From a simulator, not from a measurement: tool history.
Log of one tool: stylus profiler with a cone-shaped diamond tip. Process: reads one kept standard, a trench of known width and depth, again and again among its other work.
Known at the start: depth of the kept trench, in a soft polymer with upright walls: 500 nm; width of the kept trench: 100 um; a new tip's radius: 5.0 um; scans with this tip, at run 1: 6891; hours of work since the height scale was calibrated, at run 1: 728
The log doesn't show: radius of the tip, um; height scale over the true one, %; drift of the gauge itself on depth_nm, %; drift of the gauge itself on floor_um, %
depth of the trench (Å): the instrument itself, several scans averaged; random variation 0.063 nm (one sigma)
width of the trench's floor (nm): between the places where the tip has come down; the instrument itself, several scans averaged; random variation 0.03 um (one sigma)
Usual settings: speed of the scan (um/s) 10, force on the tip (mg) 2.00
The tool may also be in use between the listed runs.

run   hour  speed of the scan (um/s)  force on the tip (mg)  scans with this tip  hours of work since the height scale was calibrated  depth of the trench (Å)  width of the trench's floor (nm)
  1    0.0                        10                   2.00                 6891                                                  728                   5069.6                             94570
  2   27.1                        10                   1.02                 7026                                                  743                   5046.9                             94480
  3   76.6                        10                   2.00                 7274                                                  769                   5069.9                             94510
  4  100.7                        10                   2.00                 7395                                                  782                   5069.9                             94490
     104.3  -- height scale calibrated on a step standard
  5  127.4                        10                   2.00                 7526                                                   12                   5073.0                             94490
  6  172.2                        10                   2.00                 7750                                                   36                   5073.9                             94450
  7  193.0                        10                   5.66                 7855                                                   47                   5136.5                             94410
  8  217.2                        10                   5.66                 7976                                                   60                   5135.6                             94370
     267.8  -- height scale calibrated on a step standard, once more
  9  268.0                        39                   5.66                 8228                                                    0                   5124.0                             94230
 10  310.7                        39                   5.66                 8442                                                   23                   5122.3                             94280
 11  355.9                        39                   5.66                 8668                                                   47                   5123.1                             94200

Some steps in depth of the trench (Å) between neighbouring runs. How much of each would the tool show without its hidden state too (settings, what came in, random variation), and how much is left for the hidden state, with any gauge scatter that isn't in both results?
Run 6 -> 7: force on the tip (mg) 2.00 -> 5.66. depth of the trench (Å) +62.6: hidden state +0.3, all else +62.3.
Run 8 -> 9: speed of the scan (um/s) 10 -> 39, height scale calibrated on a step standard, once more. depth of the trench (Å) -11.6: hidden state -13.7, all else +2.1.
